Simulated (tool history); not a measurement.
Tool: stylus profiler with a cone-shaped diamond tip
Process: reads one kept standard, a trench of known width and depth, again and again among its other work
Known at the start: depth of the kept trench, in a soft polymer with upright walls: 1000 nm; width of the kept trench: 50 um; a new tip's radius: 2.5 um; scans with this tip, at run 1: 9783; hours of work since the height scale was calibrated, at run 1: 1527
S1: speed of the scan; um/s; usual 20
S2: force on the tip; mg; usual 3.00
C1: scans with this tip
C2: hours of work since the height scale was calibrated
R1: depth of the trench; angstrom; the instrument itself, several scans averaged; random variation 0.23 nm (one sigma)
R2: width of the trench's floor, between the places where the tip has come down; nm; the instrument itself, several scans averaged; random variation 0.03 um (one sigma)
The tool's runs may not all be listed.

run	hour	S1	S2	C1	C2	R1	R2
1	0.0	20	3.00	9783	1527	10207.7	44810
2	41.7	20	3.00	9980	1558	10205.5	44810
3	92.4	20	3.00	10220	1595	10205.1	44680
4	164.7	20	3.00	10561	1649	10209.3	44700
5	222.8	20	3.00	10836	1691	10212.4	44710
6	291.8	20	3.00	11162	1742	10215.1	44640
7	367.2	20	3.00	11518	1798	10217.2	44610
8	447.0	20	3.00	11896	1857	10223.0	44600
9	504.4	20	3.00	12167	1899	10219.1	44530
10	574.5	20	3.00	12498	1951	10225.3	44480
11	621.1	20	3.00	12718	1985	10223.9	44430
12	691.8	20	3.00	13052	2037	10223.7	44390
13	756.1	20	1.56	13357	2085	10180.7	44370
14	796.0	20	1.56	13545	2114	10180.7	44340
15	880.3	20	1.56	13944	2176	10179.8	44300
16	938.8	8	4.02	14220	2220	10262.7	44310
17	1017.9	8	4.02	14594	2278	10267.2	44230
# hour 1080.6: height scale calibrated on a step standard
18	1080.6	8	4.02	14888	0	10322.5	44250
19	1162.2	8	4.02	15273	60	10330.9	44180
20	1217.0	7	2.94	15533	101	10293.6	44190
21	1264.8	16	2.94	15758	136	10298.5	44110

The next listed run, before its measurement:
22	1329.2	57	3.32	16063	183	?	?

R1: 10307.4 angstrom
R2: 44040 nm
Without the tool's hidden state the same run would have given R1 10152.0 angstrom, R2 45910 nm.

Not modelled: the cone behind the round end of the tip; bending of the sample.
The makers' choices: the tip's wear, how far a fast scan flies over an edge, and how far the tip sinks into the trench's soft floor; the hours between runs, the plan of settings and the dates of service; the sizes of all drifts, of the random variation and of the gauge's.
